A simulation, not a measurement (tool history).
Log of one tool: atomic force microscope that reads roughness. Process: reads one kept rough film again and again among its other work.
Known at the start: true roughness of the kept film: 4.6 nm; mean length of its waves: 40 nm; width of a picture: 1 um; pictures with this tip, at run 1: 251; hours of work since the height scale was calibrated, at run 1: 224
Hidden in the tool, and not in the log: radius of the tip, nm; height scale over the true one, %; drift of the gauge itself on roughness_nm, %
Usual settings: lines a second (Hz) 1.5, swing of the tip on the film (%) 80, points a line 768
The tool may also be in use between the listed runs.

run	day	lines a second (Hz)	swing of the tip on the film (%)	points a line	pictures with this tip	hours of work since the height scale was calibrated	roughness of the kept film (nm (root mean square))
1	0	1.5	80	768	251	224	2.915
# day 0.388: new tip fitted
2	1.304	1.5	80	768	27	246	3.716
3	2.4	1.5	80	779	59	264	3.585
4	3.775	1.5	80	768	100	288	3.402
5	5.029	1.5	80	768	138	309	3.295
6	6.712	1.5	80	768	188	338	3.149
7	7.729	1.5	82	768	218	355	3.011
# day 9.138: new tip fitted
8	9.208	1.5	82	768	2	380	3.817
# day 9.388: height scale calibrated on a step standard
9	10.338	1.5	82	768	34	16	3.678
10	11.758	1.5	82	768	76	40	3.484
11	13.075	1.5	82	768	115	63	3.371
12	14.108	1.5	82	982	146	80	3.243
13	15.529	1.5	64	768	189	104	3.208
14	16.554	0.53	70	1010	219	122	3.187

Measured less the same run without the tool's hidden state. The same run-to-run variation is in both; the gauge's scatter may not be:
run	roughness of the kept film (nm (root mean square))
1	-0.964
2	-0.141
3	-0.287
4	-0.448
5	-0.581
6	-0.722
7	-0.808
8	-0.03
9	-0.181
10	-0.348
11	-0.502
12	-0.607
13	-0.778
14	-0.891
